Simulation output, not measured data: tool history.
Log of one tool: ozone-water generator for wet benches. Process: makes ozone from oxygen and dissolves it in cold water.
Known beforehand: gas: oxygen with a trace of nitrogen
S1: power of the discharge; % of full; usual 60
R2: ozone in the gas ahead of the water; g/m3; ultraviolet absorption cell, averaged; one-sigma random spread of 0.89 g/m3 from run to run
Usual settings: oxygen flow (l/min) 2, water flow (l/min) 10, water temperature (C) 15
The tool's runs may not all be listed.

run 1 hour=0 | S1=60 oxygen_flow_(l/min)=2 water_flow_(l/min)=10 water_temperature_(C)=15 | dissolved_ozone_(ppm)=10.7 R2=148.7
run 2 hour=33.7 | S1=60 oxygen_flow_(l/min)=2 water_flow_(l/min)=10 water_temperature_(C)=15 | dissolved_ozone_(ppm)=10.8 R2=148.7
run 3 hour=91.2 | S1=60 oxygen_flow_(l/min)=1.24 water_flow_(l/min)=10 water_temperature_(C)=15 | dissolved_ozone_(ppm)=10.4 R2=198.5
run 4 hour=124.7 | S1=60 oxygen_flow_(l/min)=2 water_flow_(l/min)=10 water_temperature_(C)=15 | dissolved_ozone_(ppm)=10.8 R2=146.5
run 5 hour=154.2 | S1=60 oxygen_flow_(l/min)=2 water_flow_(l/min)=10 water_temperature_(C)=15 | dissolved_ozone_(ppm)=10.7 R2=147.4
run 6 hour=224.9 | S1=60 oxygen_flow_(l/min)=2 water_flow_(l/min)=10 water_temperature_(C)=15 | dissolved_ozone_(ppm)=10.8 R2=145.6
run 7 hour=277.6 | S1=60 oxygen_flow_(l/min)=2 water_flow_(l/min)=10 water_temperature_(C)=15 | dissolved_ozone_(ppm)=10.7 R2=147.1
run 8 hour=323.9 | S1=60 oxygen_flow_(l/min)=2 water_flow_(l/min)=10 water_temperature_(C)=15 | dissolved_ozone_(ppm)=10.9 R2=148.8
run 9 hour=370.8 | S1=60 oxygen_flow_(l/min)=2 water_flow_(l/min)=10 water_temperature_(C)=15 | dissolved_ozone_(ppm)=10.7 R2=148.7
run 10 hour=420.4 | S1=60 oxygen_flow_(l/min)=2 water_flow_(l/min)=10 water_temperature_(C)=15 | dissolved_ozone_(ppm)=10.7 R2=148.7
run 11 hour=451.1 | S1=60 oxygen_flow_(l/min)=2 water_flow_(l/min)=10 water_temperature_(C)=15 | dissolved_ozone_(ppm)=10.7 R2=147.3
run 12 hour=498.4 | S1=60 oxygen_flow_(l/min)=2 water_flow_(l/min)=10 water_temperature_(C)=15 | dissolved_ozone_(ppm)=10.8 R2=148.3
-- hour=531.8 contactor cleaned
run 13 hour=546.5 | S1=60 oxygen_flow_(l/min)=2 water_flow_(l/min)=11 water_temperature_(C)=15 | dissolved_ozone_(ppm)=9.9 R2=148.6
run 14 hour=617.7 | S1=60 oxygen_flow_(l/min)=2 water_flow_(l/min)=11 water_temperature_(C)=15 | dissolved_ozone_(ppm)=9.9 R2=147.5
run 15 hour=677.1 | S1=60 oxygen_flow_(l/min)=2 water_flow_(l/min)=11 water_temperature_(C)=15 | dissolved_ozone_(ppm)=9.6 R2=145.6
run 16 hour=714.4 | S1=60 oxygen_flow_(l/min)=1.32 water_flow_(l/min)=10 water_temperature_(C)=15 | dissolved_ozone_(ppm)=10.4 R2=192.5
run 17 hour=752.8 | S1=66 oxygen_flow_(l/min)=2 water_flow_(l/min)=10 water_temperature_(C)=15 | dissolved_ozone_(ppm)=11.8 R2=158.9
run 18 hour=785.5 | S1=66 oxygen_flow_(l/min)=2 water_flow_(l/min)=10 water_temperature_(C)=15 | dissolved_ozone_(ppm)=11.9 R2=159.4
run 19 hour=855.4 | S1=63 oxygen_flow_(l/min)=1.57 water_flow_(l/min)=14 water_temperature_(C)=13 | dissolved_ozone_(ppm)=8 R2=176.3
run 20 hour=906.3 | S1=63 oxygen_flow_(l/min)=1.57 water_flow_(l/min)=14 water_temperature_(C)=13 | dissolved_ozone_(ppm)=7.9 R2=179.5
run 21 hour=967.7 | S1=43 oxygen_flow_(l/min)=2.87 water_flow_(l/min)=12 water_temperature_(C)=10 | dissolved_ozone_(ppm)=7.7 R2=92.3
run 22 hour=1023.4 | S1=51 oxygen_flow_(l/min)=1.65 water_flow_(l/min)=9 water_temperature_(C)=12 | dissolved_ozone_(ppm)=10.7 R2=145
run 23 hour=1072.5 | S1=62 oxygen_flow_(l/min)=1.72 water_flow_(l/min)=10 water_temperature_(C)=20 | dissolved_ozone_(ppm)=10.4 R2=165.7
run 24 hour=1111.8 | S1=62 oxygen_flow_(l/min)=1.72 water_flow_(l/min)=10 water_temperature_(C)=20 | dissolved_ozone_(ppm)=10.4 R2=166.4
run 25 hour=1179.5 | S1=62 oxygen_flow_(l/min)=1.72 water_flow_(l/min)=10 water_temperature_(C)=20 | dissolved_ozone_(ppm)=10.2 R2=165.6
run 26 hour=1244.7 | S1=81 oxygen_flow_(l/min)=3.14 water_flow_(l/min)=10 water_temperature_(C)=16 | dissolved_ozone_(ppm)=13.3 R2=140.9
run 27 hour=1297.1 | S1=47 oxygen_flow_(l/min)=2.14 water_flow_(l/min)=15 water_temperature_(C)=12 | dissolved_ozone_(ppm)=6.3 R2=117.6

Consider 4 possible next runs. They are alternatives, not a sequence: every one starts from the tool as it was left by run 27. What does each give?
run A hour=1351.8 | S1=73 oxygen_flow_(l/min)=1.7 water_flow_(l/min)=10 water_temperature_(C)=17 | dissolved_ozone_(ppm)=? R2=?
run B hour=1351.8 | S1=60 oxygen_flow_(l/min)=3.34 water_flow_(l/min)=7 water_temperature_(C)=13 | dissolved_ozone_(ppm)=? R2=?
run C hour=1351.8 | S1=60 oxygen_flow_(l/min)=2 water_flow_(l/min)=8 water_temperature_(C)=15 | dissolved_ozone_(ppm)=? R2=?
run D hour=1351.8 | S1=49 oxygen_flow_(l/min)=2.14 water_flow_(l/min)=15 water_temperature_(C)=8 | dissolved_ozone_(ppm)=? R2=?

run=A dissolved_ozone_(ppm)=12.2 R2=188.2
run=B dissolved_ozone_(ppm)=14.3 R2=107
run=C dissolved_ozone_(ppm)=13.2 R2=148.7
run=D dissolved_ozone_(ppm)=6.5 R2=121.7
Stripped of hidden state, with their random variation kept, the same runs would have yielded:
run=A dissolved_ozone_(ppm)=12.2 R2=188.5
run=B dissolved_ozone_(ppm)=14.3 R2=107.1
run=C dissolved_ozone_(ppm)=13.3 R2=149
run=D dissolved_ozone_(ppm)=6.5 R2=121.9

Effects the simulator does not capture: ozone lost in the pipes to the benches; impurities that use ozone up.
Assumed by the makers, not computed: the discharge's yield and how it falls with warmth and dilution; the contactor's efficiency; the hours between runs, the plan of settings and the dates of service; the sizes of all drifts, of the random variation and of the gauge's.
